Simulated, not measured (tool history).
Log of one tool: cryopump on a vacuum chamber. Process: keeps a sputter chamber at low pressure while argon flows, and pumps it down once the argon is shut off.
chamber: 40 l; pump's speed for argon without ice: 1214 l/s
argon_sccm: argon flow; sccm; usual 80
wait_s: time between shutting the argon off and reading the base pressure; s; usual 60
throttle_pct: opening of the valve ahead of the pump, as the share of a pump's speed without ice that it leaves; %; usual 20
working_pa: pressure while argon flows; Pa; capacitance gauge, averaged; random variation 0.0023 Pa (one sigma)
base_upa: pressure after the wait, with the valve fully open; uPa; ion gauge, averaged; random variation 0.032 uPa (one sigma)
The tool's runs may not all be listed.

run	day	argon_sccm	wait_s	throttle_pct	working_pa	base_upa
1	0	80	60	20	0.556	3.35
2	0.708	80	60	20	0.5629	3.34
3	1.517	80	108	20	0.5646	2.71
4	2.083	52	60	20	0.3675	3.45
5	2.771	52	60	20	0.3679	3.49
6	3.125	52	60	20	0.368	3.48
7	3.967	80	195	20	0.5677	2.5
8	4.775	80	195	20	0.5658	2.54
9	5.121	80	195	20	0.5693	2.59
10	5.475	80	195	20	0.5647	2.57
11	6.279	80	60	20	0.5693	3.6
12	6.671	80	60	35	0.3309	3.68
13	7.35	80	60	35	0.3312	3.62
14	8.058	80	60	59	0.2032	3.59
15	8.825	80	60	20	0.5731	3.58
16	9.433	80	60	20	0.5689	3.71
17	9.967	117	60	20	0.8382	3.67
18	10.642	106	60	20	0.7571	3.68
19	11.296	66	55	45	0.2176	3.93
20	11.767	66	55	45	0.2186	3.9
21	12.117	32	60	18	0.2541	3.71
22	12.646	52	60	40	0.1924	3.78
23	13.321	52	60	40	0.1946	3.86
24	13.888	42	136	22	0.2748	3.04
25	14.438	35	169	59	0.0912	2.98
26	15.058	75	154	18	0.5957	2.98
27	15.567	49	36	43	0.1704	4.82
28	16.05	49	36	43	0.1723	4.72
29	16.671	49	36	43	0.1705	4.96
30	17.212	40	36	43	0.1396	4.92
31	17.904	80	92	20	0.5775	3.46
32	18.358	149	22	20	1.0819	6.61
33	18.908	80	60	32	0.3699	4.09
34	19.712	96	60	34	0.4206	4.09

Some steps in working_pa between neighbouring runs. How much of each would the tool show without its hidden state too (settings, what came in, random variation), and how much is left for the hidden state, with any gauge scatter that isn't in both results?
The hidden state here: pump's speed, % of a pump's without ice; cold plate's temperature, K; leak into the chamber, uPa l/s; drift of the gauge itself on working_pa, %; drift of the gauge itself on base_upa, %.
Run 18 -> 19: argon_sccm 106 -> 66, wait_s 60 -> 55, throttle_pct 20 -> 45. working_pa -0.5395 Pa: hidden state -0.0074, all else -0.5321.
Run 25 -> 26: argon_sccm 35 -> 75, wait_s 169 -> 154, throttle_pct 59 -> 18. working_pa +0.5045 Pa: hidden state +0.0099, all else +0.4946.
Run 30 -> 31: argon_sccm 40 -> 80, wait_s 36 -> 92, throttle_pct 43 -> 20. working_pa +0.4379 Pa: hidden state +0.0113, all else +0.4266.
Run 31 -> 32: argon_sccm 80 -> 149, wait_s 92 -> 22. working_pa +0.5044 Pa: hidden state +0.0201, all else +0.4843.
Run 32 -> 33: argon_sccm 149 -> 80, wait_s 22 -> 60, throttle_pct 20 -> 32. working_pa -0.712 Pa: hidden state -0.0191, all else -0.6929.
